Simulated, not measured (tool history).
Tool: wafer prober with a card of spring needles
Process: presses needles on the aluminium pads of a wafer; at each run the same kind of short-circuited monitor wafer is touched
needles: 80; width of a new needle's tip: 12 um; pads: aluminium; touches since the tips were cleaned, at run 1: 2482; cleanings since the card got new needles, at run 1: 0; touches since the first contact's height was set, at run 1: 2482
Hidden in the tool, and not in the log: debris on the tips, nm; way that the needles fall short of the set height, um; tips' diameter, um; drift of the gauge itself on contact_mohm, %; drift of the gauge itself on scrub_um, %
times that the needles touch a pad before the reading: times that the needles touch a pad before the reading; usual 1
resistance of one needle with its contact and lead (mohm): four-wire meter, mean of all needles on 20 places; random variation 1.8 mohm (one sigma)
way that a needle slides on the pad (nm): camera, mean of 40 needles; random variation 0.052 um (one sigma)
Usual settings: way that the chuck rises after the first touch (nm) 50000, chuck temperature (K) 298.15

run   hour  way that the chuck rises after the first touch (nm)  chuck temperature (K)  times that the needles touch a pad before the reading  touches since the tips were cleaned  cleanings since the card got new needles  touches since the first contact's height was set  resistance of one needle with its contact and lead (mohm)  way that a needle slides on the pad (nm)
  1    0.0                                                50000                 298.15                                                      1                                 2482                                         0                                              2482                                                        181                                     11890
       6.8  -- tips cleaned on abrasive film
  2    8.7                                                50000                 298.15                                                      1                                  881                                         1                                              6555                                                        181                                     11790
  3   15.5                                                50000                 298.15                                                      1                                 4079                                         1                                              9753                                                        179                                     11870
      18.4  -- tips cleaned on abrasive film
  4   23.9                                                50000                 298.15                                                      1                                 2594                                         2                                             13698                                                        183                                     11860
      30.0  -- tips cleaned on abrasive film
  5   30.0                                                50000                 298.15                                                      1                                    4                                         3                                             16553                                                        181                                     11780
  6   34.5                                                47000                 298.15                                                      1                                 2109                                         3                                             18658                                                        181                                     11210
      41.6  -- tips cleaned on abrasive film
  7   43.1                                                50000                 298.15                                                      1                                  687                                         4                                             22666                                                        183                                     11760
  8   50.1                                                50000                 298.15                                                      1                                 4011                                         4                                             25990                                                        177                                     11830
      53.8  -- tips cleaned on abrasive film
  9   55.7                                                50000                 298.15                                                      1                                  933                                         5                                             28627                                                        186                                     11910
 10   62.4                                                50000                 384.15                                                      1                                 4078                                         5                                             31772                                                        201                                     11820
      65.7  -- tips cleaned on abrasive film
 11   66.9                                                50000                 384.15                                                      1                                  589                                         6                                             33873                                                        198                                     11870
 12   75.2                                                50000                 384.15                                                      1                                 4503                                         6                                             37787                                                        200                                     11900
      77.8  -- tips cleaned on abrasive film
 13   83.2                                                50000                 384.15                                                      1                                 2558                                         7                                             41531                                                        200                                     11870
      89.9  -- tips cleaned on abrasive film
 14   91.6                                                50000                 384.15                                                      1                                  807                                         8                                             45454                                                        202                                     11820
 15   97.2                                                50000                 384.15                                                      1                                 3478                                         8                                             48125                                                        198                                     11960
     101.6  -- tips cleaned on abrasive film
 16  102.1                                                50000                 298.15                                                      1                                  208                                         9                                             50350                                                        180                                     11840
 17  107.3                                                50000                 298.15                                                      1                                 2710                                         9                                             52852                                                        180                                     11890
 18  112.0                                                50000                 393.15                                                      1                                 4931                                         9                                             55073                                                        202                                     11830
     113.2  -- tips cleaned on abrasive film
 19  120.0                                                50000                 360.15                                                      1                                 3193                                        10                                             58786                                                        195                                     11800
     124.8  -- tips cleaned on abrasive film
 20  127.9                                                59000                 371.15                                                      2                                 1471                                        11                                             62506                                                        200                                     14090
 21  134.4                                                58000                 298.15                                                      1                                 4507                                        11                                             65542                                                        179                                     13840
     136.5  -- tips cleaned on abrasive film
 22  139.5                                                49000                 313.15                                                      1                                 1396                                        12                                             67914                                                        186                                     11680
 23  144.7                                                50000                 380.15                                                      1                                 3862                                        12                                             70380                                                        200                                     11900
     148.1  -- tips cleaned on abrasive film
 24  152.0                                                50000                 357.15                                                      1                                 1818                                        13                                             73785                                                        192                                     11860
     159.8  -- tips cleaned on abrasive film
 25  160.1                                                65000                 328.15                                                      1                                  144                                        14                                             77582                                                        186                                     15320
 26  169.1                                                65000                 328.15                                                      1                                 4428                                        14                                             81866                                                        185                                     15370
     172.1  -- tips cleaned on abrasive film
 27  176.1                                                65000                 328.15                                                      1                                 1898                                        15                                             85114                                                        184                                     15540
 28  181.5                                                65000                 308.15                                                      1                                 4454                                        15                                             87670                                                        181                                     15470
     184.0  -- tips cleaned on abrasive film
 29  187.4                                                50000                 299.15                                                      1                                 1593                                        16                                             90396                                                        181                                     11880
 30  193.9                                                47000                 306.15                                                      2                                 4700                                        16                                             93503                                                        184                                     11120
     196.0  -- tips cleaned on abrasive film
 31  198.4                                                39000                 334.15                                                      2                                 1147                                        17                                             95588                                                        193                                      9190
 32  202.6                                                34000                 308.15                                                      3                                 3117                                        17                                             97558                                                        191                                      8100
     207.6  -- tips cleaned on abrasive film
 33  208.1                                                34000                 308.15                                                      3                                  219                                        18                                            100095                                                        189                                      8060
 34  215.5                                                49000                 355.15                                                      1                                 3722                                        18                                            103598                                                        196                                     11580

4 ways to go on from here, each from the tool as it stands after run 34. What would each give?
     219.2  -- tips cleaned on abrasive film
  A  220.3                                                53000                 298.15                                                      2                                  506                                        19                                            105812                                                          ?                                         ?
     219.2  -- tips cleaned on abrasive film
  B  220.3                                                37000                 362.15                                                      2                                  506                                        19                                            105812                                                          ?                                         ?
     219.2  -- tips cleaned on abrasive film
  C  220.3                                                50000                 298.15                                                      1                                  506                                        19                                            105812                                                          ?                                         ?
     219.2  -- tips cleaned on abrasive film
  D  220.3                                                30000                 327.15                                                      1                                  506                                        19                                            105812                                                          ?                                         ?

run  resistance of one needle with its contact and lead (mohm)  way that a needle slides on the pad (nm)
  A                                                        180                                     12510
  B                                                        203                                      8810
  C                                                        182                                     11800
  D                                                        198                                      7160
Without the tool's hidden state the same runs would have given:
run  resistance of one needle with its contact and lead (mohm)  way that a needle slides on the pad (nm)
  A                                                        180                                     12510
  B                                                        203                                      8810
  C                                                        182                                     11800
  D                                                        198                                      7160

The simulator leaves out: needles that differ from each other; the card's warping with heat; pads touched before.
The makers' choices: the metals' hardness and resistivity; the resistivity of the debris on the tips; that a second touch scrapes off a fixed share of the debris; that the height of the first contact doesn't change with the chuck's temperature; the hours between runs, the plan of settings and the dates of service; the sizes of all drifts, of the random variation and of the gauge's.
